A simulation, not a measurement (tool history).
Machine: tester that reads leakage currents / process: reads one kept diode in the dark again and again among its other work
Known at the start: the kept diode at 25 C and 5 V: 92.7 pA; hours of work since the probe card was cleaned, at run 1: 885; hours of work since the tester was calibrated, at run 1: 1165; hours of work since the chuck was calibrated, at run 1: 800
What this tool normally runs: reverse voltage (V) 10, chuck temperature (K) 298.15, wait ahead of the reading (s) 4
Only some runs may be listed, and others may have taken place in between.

| run | hour | reverse voltage (V) | chuck temperature (K) | wait ahead of the reading (s) | hours of work since the probe card was cleaned | hours of work since the tester was calibrated | hours of work since the chuck was calibrated | current that the tester gives (pA) |
|---|---|---|---|---|---|---|---|---|
| 1 | 0 | 10 | 298.15 | 4 | 885 | 1165 | 800 | 143.75 |
| 2 | 85 | 10 | 298.15 | 4 | 947 | 1228 | 862 | 146.03 |
| 3 | 123.9 | 10 | 298.15 | 1.06 | 976 | 1256 | 890 | 147.7 |
| 4 | 199.7 | 10 | 298.15 | 4 | 1031 | 1312 | 946 | 148.17 |
| 5 | 290.2 | 10 | 298.15 | 4 | 1098 | 1378 | 1012 | 149.56 |
| 6 | 380.3 | 10 | 298.15 | 4 | 1164 | 1444 | 1078 | 150.75 |
| 7 | 444.6 | 10 | 298.15 | 4 | 1211 | 1491 | 1125 | 152.36 |
| 8 | 513.4 | 10 | 298.15 | 4 | 1261 | 1541 | 1175 | 153.9 |
| 9 | 603.1 | 10 | 298.15 | 4 | 1327 | 1607 | 1241 | 154.37 |
| 10 | 659.1 | 10 | 298.15 | 4 | 1368 | 1648 | 1282 | 156.12 |
| 11 | 707.2 | 10 | 298.15 | 4 | 1403 | 1683 | 1317 | 156.04 |
| 12 | 768.9 | 10 | 308.15 | 4 | 1448 | 1728 | 1363 | 333.64 |
|  | 776.5 | probe card cleaned and baked |
| 13 | 861.6 | 10 | 294.15 | 4 | 62 | 1794 | 1428 | 127.85 |
| 14 | 928.3 | 10 | 294.15 | 4 | 111 | 1843 | 1477 | 128.66 |
|  | 962.2 | probe card cleaned and baked, once more |
| 15 | 992.9 | 10 | 294.15 | 4 | 22 | 1888 | 1522 | 99.27 |
| 16 | 1080 | 10 | 294.15 | 4 | 86 | 1952 | 1586 | 100.11 |
| 17 | 1158.2 | 10 | 294.15 | 4 | 143 | 2009 | 1643 | 101.4 |
| 18 | 1249 | 10 | 294.15 | 4 | 210 | 2076 | 1710 | 103.36 |
| 19 | 1330.3 | 10 | 294.15 | 4 | 269 | 2135 | 1769 | 105.44 |
| 20 | 1374.3 | 10 | 294.15 | 4 | 302 | 2167 | 1801 | 105.08 |
| 21 | 1446.9 | 10 | 294.15 | 4 | 355 | 2221 | 1855 | 107.14 |
| 22 | 1503.6 | 2.3 | 295.15 | 4 | 396 | 2262 | 1896 | 61.97 |
|  | 1519.8 | chuck's temperature calibrated |
| 23 | 1583.1 | 2 | 332.15 | 1.79 | 453 | 2319 | 46 | 889.85 |
| 24 | 1643.4 | 8.4 | 321.15 | 4 | 497 | 2363 | 90 | 738.51 |
| 25 | 1681.5 | 2.6 | 318.15 | 4 | 525 | 2391 | 118 | 363.29 |
| 26 | 1738.4 | 11.9 | 318.15 | 4 | 567 | 2432 | 160 | 687.88 |
| 27 | 1806.6 | 11.9 | 318.15 | 4 | 617 | 2482 | 210 | 689.52 |
| 28 | 1889 | 3.5 | 330.15 | 1.44 | 677 | 2543 | 270 | 995.36 |
| 29 | 1941.7 | 1 | 312.15 | 1.1 | 716 | 2581 | 309 | 157.9 |
| 30 | 2015.8 | 10 | 298.15 | 3.54 | 770 | 2636 | 363 | 138.52 |
| 31 | 2097.6 | 1.1 | 295.15 | 3.54 | 830 | 2695 | 423 | 41.45 |
| 32 | 2171.2 | 5 | 295.15 | 3.54 | 884 | 2749 | 477 | 81.68 |
| 33 | 2214.4 | 5 | 295.15 | 3.54 | 915 | 2781 | 509 | 82.26 |
| 34 | 2290.8 | 5.2 | 304.15 | 4 | 971 | 2837 | 565 | 172.02 |
| 35 | 2377.3 | 5.2 | 304.15 | 4 | 1035 | 2900 | 628 | 172.6 |
| 36 | 2416.9 | 2.5 | 327.15 | 4 | 1064 | 2929 | 657 | 716.31 |
| 37 | 2477.2 | 10.1 | 300.15 | 0.37 | 1108 | 2973 | 701 | 176.33 |
| 38 | 2551.3 | 10 | 298.15 | 0.44 | 1162 | 3028 | 755 | 151.78 |
| 39 | 2619.8 | 10 | 298.15 | 0.44 | 1212 | 3078 | 805 | 153.81 |
| 40 | 2695.9 | 3.4 | 295.15 | 2.36 | 1268 | 3134 | 861 | 72.82 |

Forecast each of these 4 alternatives for the next run:
| A | 2780.9 | 3.4 | 305.15 | 3.8 | 1330 | 3196 | 923 | ? |
| B | 2780.9 | 4.8 | 298.15 | 4 | 1330 | 3196 | 923 | ? |
| C | 2780.9 | 3.4 | 295.15 | 5.78 | 1330 | 3196 | 923 | ? |
| D | 2780.9 | 2.6 | 323.15 | 7.82 | 1330 | 3196 | 923 | ? |

| run | current that the tester gives (pA) |
|---|---|
| A | 159.7 |
| B | 108.2 |
| C | 72.81 |
| D | 557.55 |
Had the tool no hidden state, the same runs would have come out as:
| run | current that the tester gives (pA) |
|---|---|
| A | 142.28 |
| B | 91.66 |
| C | 61.31 |
| D | 516.29 |
